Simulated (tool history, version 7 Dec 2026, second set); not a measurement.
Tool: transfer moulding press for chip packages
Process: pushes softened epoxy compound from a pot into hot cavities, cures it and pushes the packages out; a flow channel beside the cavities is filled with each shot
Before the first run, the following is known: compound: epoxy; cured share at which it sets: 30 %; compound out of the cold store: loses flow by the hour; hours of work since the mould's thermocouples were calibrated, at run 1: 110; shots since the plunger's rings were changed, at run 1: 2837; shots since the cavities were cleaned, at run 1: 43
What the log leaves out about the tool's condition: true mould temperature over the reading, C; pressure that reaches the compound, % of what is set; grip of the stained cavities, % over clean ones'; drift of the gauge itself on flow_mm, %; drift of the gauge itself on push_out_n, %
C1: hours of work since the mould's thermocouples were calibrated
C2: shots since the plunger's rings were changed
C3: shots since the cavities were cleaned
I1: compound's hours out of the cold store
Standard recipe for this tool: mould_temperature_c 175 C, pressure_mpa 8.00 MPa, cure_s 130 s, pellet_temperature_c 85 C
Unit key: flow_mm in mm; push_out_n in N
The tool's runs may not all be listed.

Run 1, hour 0.0: usual settings; C1 110; C2 2837; C3 43; I1 30.9. Result: flow_mm 901 mm, push_out_n 265 N.
Run 2, hour 18.5: usual settings but pellet_temperature_c 90 C; C1 123; C2 3009; C3 215; I1 13.1. Result: flow_mm 945 mm, push_out_n 262 N.
Run 3, hour 36.1: usual settings but cure_s 134 s, pellet_temperature_c 90 C; C1 135; C2 3173; C3 379; I1 38.4. Result: flow_mm 887 mm, push_out_n 257 N.
Run 4, hour 44.6: usual settings but cure_s 134 s, pellet_temperature_c 90 C; C1 141; C2 3252; C3 458; I1 40.1. Result: flow_mm 876 mm, push_out_n 260 N.
Run 5, hour 62.5: usual settings but cure_s 134 s, pellet_temperature_c 90 C; C1 153; C2 3419; C3 625; I1 41.7. Result: flow_mm 881 mm, push_out_n 254 N.
Run 6, hour 73.4: usual settings but cure_s 134 s, pellet_temperature_c 90 C; C1 161; C2 3519; C3 725; I1 8.0. Result: flow_mm 960 mm, push_out_n 261 N.
Run 7, hour 85.7: usual settings but cure_s 134 s, pellet_temperature_c 90 C; C1 169; C2 3634; C3 840; I1 12.0. Result: flow_mm 953 mm, push_out_n 266 N.
At hour 101.9: cavities cleaned with cleaning compound and waxed.
Run 8, hour 104.9: usual settings but cure_s 151 s, pellet_temperature_c 84 C; C1 181; C2 3799; C3 28; I1 30.0. Result: flow_mm 904 mm, push_out_n 232 N.
Run 9, hour 116.0: usual settings but mould_temperature_c 177 C, cure_s 162 s; C1 189; C2 3902; C3 131; I1 27.1. Result: flow_mm 901 mm, push_out_n 228 N.
Run 10, hour 127.1: usual settings but mould_temperature_c 177 C, cure_s 162 s; C1 197; C2 4006; C3 235; I1 38.3. Result: flow_mm 875 mm, push_out_n 232 N.
Run 11, hour 135.7: usual settings but pellet_temperature_c 87 C; C1 203; C2 4085; C3 314; I1 33.4. Result: flow_mm 900 mm, push_out_n 267 N.
Run 12, hour 145.2: usual settings but pellet_temperature_c 87 C; C1 209; C2 4174; C3 403; I1 46.4. Result: flow_mm 864 mm, push_out_n 261 N.

Below are 4 alternative next runs, each starting from the tool's condition after run 12. Predict each:
At hour 152.9: plunger's sealing rings changed.
Run A, hour 161.1: usual settings but pressure_mpa 8.10 MPa, pellet_temperature_c 80 C; C1 218; C2 76; C3 527; I1 14.1. Result: flow_mm ?, push_out_n ?.
At hour 152.9: plunger's sealing rings changed.
Run B, hour 161.1: usual settings but pressure_mpa 9.13 MPa; C1 218; C2 76; C3 527; I1 24.6. Result: flow_mm ?, push_out_n ?.
At hour 152.9: plunger's sealing rings changed.
Run C, hour 161.1: usual settings but pressure_mpa 6.23 MPa, cure_s 142 s, pellet_temperature_c 90 C; C1 218; C2 76; C3 527; I1 33.5. Result: flow_mm ?, push_out_n ?.
At hour 152.9: plunger's sealing rings changed.
Run D, hour 161.1: usual settings but mould_temperature_c 171 C, pressure_mpa 8.80 MPa, pellet_temperature_c 92 C; C1 218; C2 76; C3 527; I1 23.8. Result: flow_mm ?, push_out_n ?.

run  flow_mm  push_out_n
  A      950         275
  B      977         267
  C      795         241
  D      978         329
With no hidden state in the tool, these same runs would have given:
run  flow_mm  push_out_n
  A      950         273
  B      977         266
  C      795         240
  D      978         327
